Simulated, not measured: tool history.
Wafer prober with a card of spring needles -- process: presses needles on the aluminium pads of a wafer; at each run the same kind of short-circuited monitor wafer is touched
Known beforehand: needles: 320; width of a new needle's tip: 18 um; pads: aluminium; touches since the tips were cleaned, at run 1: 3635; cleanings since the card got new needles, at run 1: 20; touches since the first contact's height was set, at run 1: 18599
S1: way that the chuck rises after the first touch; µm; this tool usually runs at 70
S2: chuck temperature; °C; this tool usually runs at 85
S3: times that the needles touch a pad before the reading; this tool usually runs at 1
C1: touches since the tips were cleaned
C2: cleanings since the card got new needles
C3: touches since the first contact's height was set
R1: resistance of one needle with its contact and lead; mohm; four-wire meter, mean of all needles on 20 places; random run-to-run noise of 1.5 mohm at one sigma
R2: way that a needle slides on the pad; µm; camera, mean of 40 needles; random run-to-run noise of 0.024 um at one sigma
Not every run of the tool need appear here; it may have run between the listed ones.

{"run": 1, "hour": 0.0, "S1": 70, "S2": 85, "S3": 1, "C1": 3635, "C2": 20, "C3": 18599, "R1": 456, "R2": 11.9}
{"hour": 2.1, "done": "tips cleaned on abrasive film"}
{"hour": 12.3, "done": "tips cleaned on abrasive film"}
{"hour": 22.4, "done": "tips cleaned on abrasive film"}
{"hour": 32.6, "done": "tips cleaned on abrasive film"}
{"hour": 42.7, "done": "tips cleaned on abrasive film"}
{"run": 2, "hour": 44.7, "S1": 70, "S2": 85, "S3": 1, "C1": 961, "C2": 25, "C3": 40508, "R1": 279, "R2": 11.82}
{"hour": 52.8, "done": "tips cleaned on abrasive film"}
{"hour": 63.0, "done": "tips cleaned on abrasive film"}
{"hour": 73.1, "done": "tips cleaned on abrasive film"}
{"hour": 81.3, "done": "tips cleaned on abrasive film"}
{"hour": 91.4, "done": "tips cleaned on abrasive film"}
{"run": 3, "hour": 94.4, "S1": 70, "S2": 85, "S3": 1, "C1": 1464, "C2": 30, "C3": 64915, "R1": 331, "R2": 11.74}
{"hour": 100.5, "done": "tips cleaned on abrasive film"}
{"hour": 104.6, "done": "tips cleaned on abrasive film, once more"}
{"hour": 114.8, "done": "tips cleaned on abrasive film"}
{"hour": 121.1, "done": "height of the first contact set anew"}
{"hour": 125.2, "done": "tips cleaned on abrasive film"}
{"hour": 134.0, "done": "tips cleaned on abrasive film"}
{"run": 4, "hour": 134.0, "S1": 70, "S2": 85, "S3": 1, "C1": 0, "C2": 35, "C3": 6315, "R1": 171, "R2": 11.93}
{"hour": 142.2, "done": "tips cleaned on abrasive film"}
{"hour": 150.3, "done": "tips cleaned on abrasive film"}
{"run": 5, "hour": 154.1, "S1": 70, "S2": 38, "S3": 1, "C1": 1868, "C2": 37, "C3": 16165, "R1": 408, "R2": 11.91}
{"hour": 160.2, "done": "tips cleaned on abrasive film"}
{"hour": 170.4, "done": "tips cleaned on abrasive film"}
{"run": 6, "hour": 177.0, "S1": 70, "S2": 38, "S3": 1, "C1": 3288, "C2": 39, "C3": 27433, "R1": 482, "R2": 11.89}
{"hour": 179.1, "done": "tips cleaned on abrasive film"}
{"hour": 187.3, "done": "tips cleaned on abrasive film"}
{"hour": 197.4, "done": "tips cleaned on abrasive film"}
{"hour": 205.6, "done": "tips cleaned on abrasive film"}
{"hour": 215.7, "done": "tips cleaned on abrasive film"}
{"hour": 224.9, "done": "tips cleaned on abrasive film"}
{"run": 7, "hour": 224.9, "S1": 70, "S2": 85, "S3": 2, "C1": 0, "C2": 45, "C3": 50883, "R1": 160, "R2": 11.84}
{"hour": 235.0, "done": "tips cleaned on abrasive film"}
{"hour": 245.2, "done": "tips cleaned on abrasive film"}
{"hour": 255.4, "done": "tips cleaned on abrasive film"}
{"run": 8, "hour": 261.7, "S1": 70, "S2": 85, "S3": 2, "C1": 3132, "C2": 48, "C3": 68979, "R1": 329, "R2": 11.73}
{"hour": 263.8, "done": "tips cleaned on abrasive film"}
{"hour": 273.9, "done": "tips cleaned on abrasive film"}
{"hour": 280.3, "done": "height of the first contact set anew"}
{"hour": 284.4, "done": "tips cleaned on abrasive film"}
{"hour": 294.5, "done": "tips cleaned on abrasive film"}
{"run": 9, "hour": 297.6, "S1": 70, "S2": 85, "S3": 2, "C1": 1511, "C2": 52, "C3": 8494, "R1": 291, "R2": 11.97}
{"hour": 303.7, "done": "tips cleaned on abrasive film"}
{"hour": 311.9, "done": "tips cleaned on abrasive film"}
{"hour": 322.0, "done": "tips cleaned on abrasive film"}
{"hour": 331.0, "done": "tips cleaned on abrasive film"}
{"run": 10, "hour": 331.0, "S1": 70, "S2": 85, "S3": 2, "C1": 0, "C2": 56, "C3": 24856, "R1": 166, "R2": 11.91}
{"hour": 341.1, "done": "tips cleaned on abrasive film"}
{"hour": 351.3, "done": "tips cleaned on abrasive film"}
{"run": 11, "hour": 355.4, "S1": 70, "S2": 85, "S3": 1, "C1": 2050, "C2": 58, "C3": 36881, "R1": 436, "R2": 11.84}
{"hour": 359.5, "done": "tips cleaned on abrasive film"}
{"hour": 369.7, "done": "tips cleaned on abrasive film"}
{"hour": 377.8, "done": "tips cleaned on abrasive film"}
{"run": 12, "hour": 385.3, "S1": 70, "S2": 85, "S3": 1, "C1": 3722, "C2": 61, "C3": 51567, "R1": 524, "R2": 11.8}
{"hour": 387.4, "done": "tips cleaned on abrasive film"}
{"hour": 395.6, "done": "tips cleaned on abrasive film"}
{"hour": 405.7, "done": "tips cleaned on abrasive film"}
{"hour": 413.9, "done": "tips cleaned on abrasive film"}
{"hour": 424.0, "done": "tips cleaned on abrasive film"}
{"run": 13, "hour": 425.1, "S1": 70, "S2": 85, "S3": 1, "C1": 531, "C2": 66, "C3": 71051, "R1": 272, "R2": 11.71}
{"hour": 433.3, "done": "tips cleaned on abrasive film"}
{"hour": 437.6, "done": "height of the first contact set anew"}
{"hour": 443.7, "done": "tips cleaned on abrasive film"}
{"hour": 453.9, "done": "tips cleaned on abrasive film"}
{"hour": 464.0, "done": "tips cleaned on abrasive film"}
{"hour": 473.3, "done": "tips cleaned on abrasive film"}
{"run": 14, "hour": 473.3, "S1": 54, "S2": 85, "S3": 1, "C1": 0, "C2": 71, "C3": 17535, "R1": 204, "R2": 9.19}
{"hour": 483.5, "done": "tips cleaned on abrasive film"}
{"hour": 493.6, "done": "tips cleaned on abrasive film"}
{"run": 15, "hour": 494.2, "S1": 56, "S2": 108, "S3": 2, "C1": 296, "C2": 73, "C3": 27806, "R1": 248, "R2": 9.53}
{"hour": 502.4, "done": "tips cleaned on abrasive film"}
{"hour": 512.5, "done": "tips cleaned on abrasive film"}
{"hour": 522.7, "done": "tips cleaned on abrasive film"}
{"hour": 532.8, "done": "tips cleaned on abrasive film"}
{"hour": 541.3, "done": "tips cleaned on abrasive film"}
{"run": 16, "hour": 541.3, "S1": 56, "S2": 108, "S3": 2, "C1": 0, "C2": 78, "C3": 50885, "R1": 176, "R2": 9.45}
{"hour": 549.4, "done": "tips cleaned on abrasive film"}
{"hour": 557.6, "done": "tips cleaned on abrasive film"}
{"hour": 567.7, "done": "tips cleaned on abrasive film"}
{"run": 17, "hour": 575.5, "S1": 56, "S2": 108, "S3": 3, "C1": 3881, "C2": 81, "C3": 67738, "R1": 370, "R2": 9.39}

Run 18 comes next. What will it give?
{"hour": 577.6, "done": "tips cleaned on abrasive film"}
{"hour": 585.8, "done": "tips cleaned on abrasive film"}
{"hour": 595.9, "done": "tips cleaned on abrasive film"}
{"hour": 596.2, "done": "height of the first contact set anew"}
{"hour": 606.3, "done": "tips cleaned on abrasive film"}
{"run": 18, "hour": 606.3, "S1": 57, "S2": 85, "S3": 1, "C1": 0, "C2": 85, "C3": 4926, "R1": "?", "R2": "?"}

R1: 187 mohm
R2: 9.75 µm
With no hidden state in the tool, this same run would have given R1 145 mohm, R2 9.77 µm.
